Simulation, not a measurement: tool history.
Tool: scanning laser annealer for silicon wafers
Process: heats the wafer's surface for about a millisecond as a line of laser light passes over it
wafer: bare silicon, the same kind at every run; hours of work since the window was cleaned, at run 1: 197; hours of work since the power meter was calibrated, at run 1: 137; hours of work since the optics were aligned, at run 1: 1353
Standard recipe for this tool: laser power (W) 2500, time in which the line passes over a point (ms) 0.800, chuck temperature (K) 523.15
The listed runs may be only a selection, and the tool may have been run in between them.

run,day,laser power (W),time in which the line passes over a point (ms),chuck temperature (K),hours of work since the window was cleaned,hours of work since the power meter was calibrated,hours of work since the optics were aligned,highest temperature of the surface (K)
1,0.000,2500,0.800,523.15,197,137,1353,1282.15
2,3.658,2500,0.800,523.15,240,179,1395,1275.15
3,5.871,2500,0.800,523.15,265,205,1421,1278.15
4,8.758,2500,0.800,523.15,299,238,1454,1271.15
# day 10.325: window over the wafer cleaned
5,11.075,2500,0.753,523.15,9,264,1480,1239.15
6,12.867,2500,0.753,523.15,29,285,1501,1234.15
7,16.100,2656,0.800,523.15,67,322,1538,1312.15
8,17.762,2646,0.800,523.15,86,342,1558,1303.15
9,21.121,2451,0.800,523.15,125,380,1597,1225.15
10,24.642,2451,0.800,523.15,166,421,1638,1225.15
# day 27.325: window over the wafer cleaned, once more
11,28.454,2451,0.802,523.15,13,465,1681,1279.15
12,32.042,2451,0.802,523.15,55,506,1722,1277.15
13,34.667,2451,0.724,523.15,85,537,1753,1241.15
14,37.746,2500,0.800,523.15,121,572,1789,1286.15
15,40.600,2500,0.906,523.15,154,605,1822,1325.15
16,43.675,2500,0.906,523.15,190,641,1857,1326.15
17,46.675,2500,0.906,523.15,224,676,1892,1319.15
18,49.033,2500,0.906,523.15,252,703,1919,1318.15
# day 51.471: optics aligned, line set to its width
19,52.017,2538,0.800,523.15,284,735,6,1298.15
# day 54.967: window over the wafer cleaned
20,55.825,2482,0.800,523.15,10,779,49,1300.15
21,58.838,2588,0.562,543.15,45,813,84,1243.15
22,60.612,2434,0.840,534.15,65,834,105,1304.15
23,63.579,2434,0.578,556.15,100,868,139,1210.15
24,66.996,2512,0.612,523.15,140,908,179,1215.15
25,68.704,2682,0.612,495.15,159,928,199,1247.15
26,71.950,2325,0.612,519.15,197,966,236,1141.15
27,75.196,2208,0.800,523.15,235,1003,274,1170.15

What will run 28 give?
28,78.442,2377,0.589,551.15,272,1041,312,?

Run 28 gave highest temperature of the surface (K) 1172.15.
On a tool with no hidden condition, and with the same random variation, this run would have come out at highest temperature of the surface (K) 1198.15.
